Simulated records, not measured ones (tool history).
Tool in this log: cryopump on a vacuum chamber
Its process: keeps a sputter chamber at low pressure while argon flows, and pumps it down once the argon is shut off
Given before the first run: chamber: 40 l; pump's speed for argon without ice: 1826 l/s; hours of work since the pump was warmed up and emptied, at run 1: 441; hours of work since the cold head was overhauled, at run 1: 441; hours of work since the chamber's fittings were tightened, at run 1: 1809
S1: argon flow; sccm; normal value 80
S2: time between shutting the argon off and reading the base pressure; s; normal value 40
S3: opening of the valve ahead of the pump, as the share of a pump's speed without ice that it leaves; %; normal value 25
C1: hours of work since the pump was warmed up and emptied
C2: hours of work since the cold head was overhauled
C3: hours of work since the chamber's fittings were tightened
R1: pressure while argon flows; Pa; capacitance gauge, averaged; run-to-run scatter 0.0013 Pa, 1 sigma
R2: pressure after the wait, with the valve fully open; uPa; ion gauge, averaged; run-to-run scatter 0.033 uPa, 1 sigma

run     day   S1   S2  S3   C1    C2    C3      R1    R2
  1       0   80   40  25  441   441  1809  0.3101  3.11
  2     1.2   80   40  25  460   460  1828  0.3083  3.17
  3   3.292   80   40  38  493   493  1861  0.2087  3.16
  4    4.55   80   40  25  513   513  1881   0.311  3.19
  5   6.625   33   40  25  546   546  1914  0.1282  3.31
  6   9.333   34   40  25  588   588  1956  0.1342  3.34
  7  11.717   34   83  25  626   626  1994  0.1349  2.57
  8  13.504   34   83  25  654   654  2022  0.1355  2.63
  9  15.446   80   69  25  685   685  2053  0.3193  2.89
 10  17.683   80   40  25  720   720  2088   0.318  3.48
 11  19.529   80   22  25  749   749  2117  0.3209  4.84
 12  21.567   54   40  25  781   781  2149  0.2167  3.65
 13   24.25   54   40  25  823   823  2191  0.2196  3.84
 14  26.538   54   40  25  859   859  2227  0.2199  3.83
     28.371  -- pump warmed up, emptied and cooled again
 15  29.588   54   50  25   19   904  2272  0.2013  2.86
 16  31.825   54   50  25   54   939  2307  0.2003  2.96
 17  34.075   54   50  25   90   975  2343  0.2011  3.06
 18  36.471   77   65  48  128  1012  2380  0.1515  2.76
 19  39.217  114   40  42  171  1056  2424  0.2585  3.38
 20  41.567   68   36  25  208  1093  2461  0.2587  3.76
 21  43.546   68   36  25  239  1124  2492  0.2591  3.66
 22  45.046   80   69  25  263  1147  2515  0.3052  2.83
 23  47.775   42   69  46  305  1190  2558  0.0891  2.95
 24  49.871   46   48  25  339  1223  2591  0.1755  3.43
 25  51.242   46   48  51  360  1245  2613  0.0907  3.33
 26  53.925   46   48  37  402  1287  2655  0.1223  3.48
 27  56.212   47  182  45  438  1323  2691   0.105  2.57
 28  58.179   47  182  45  469  1354  2722  0.1042  2.68
 29  59.417   47  182  45  489  1374  2742  0.1052  2.62
 30  61.608   47  182  45  523  1408  2776  0.1067  2.74
 31  63.133   58   27  33  547  1432  2800  0.1766  4.74
 32    65.1   92  154  25  578  1463  2831  0.3636  2.85
 33  67.108   92  154  29  610  1495  2863  0.3176  2.94

The same runs without the tool's hidden state, with the same run-to-run variation:
Hidden conditions of the tool in this case: pump's speed, % of a pump's without ice; cold plate's temperature, K; leak into the chamber, uPa l/s; drift of the gauge itself on working_pa, %; drift of the gauge itself on base_upa, %.
run      R1    R2
  1  0.2973  1.74
  2  0.2951  1.75
  3  0.1943  1.72
  4  0.2959  1.72
  5  0.1215  1.77
  6  0.1265  1.75
  7  0.1266  0.92
  8  0.1267  0.93
  9  0.2973   1.1
 10  0.2947  1.71
 11  0.2962  3.01
 12  0.1992  1.76
 13  0.2007   1.8
 14  0.1999  1.75
 15  0.2004  1.42
 16  0.1988  1.45
 17   0.199  1.46
 18  0.1475  1.16
 19  0.2508  1.72
 20  0.2531  2.02
 21  0.2527  1.91
 22  0.2969  1.06
 23  0.0841  1.08
 24  0.1694  1.51
 25  0.0841  1.43
 26  0.1149  1.48
 27  0.0968   0.5
 28  0.0954  0.54
 29  0.0958   0.5
 30  0.0967   0.5
 31  0.1635   2.5
 32  0.3415  0.52
 33  0.2942  0.55
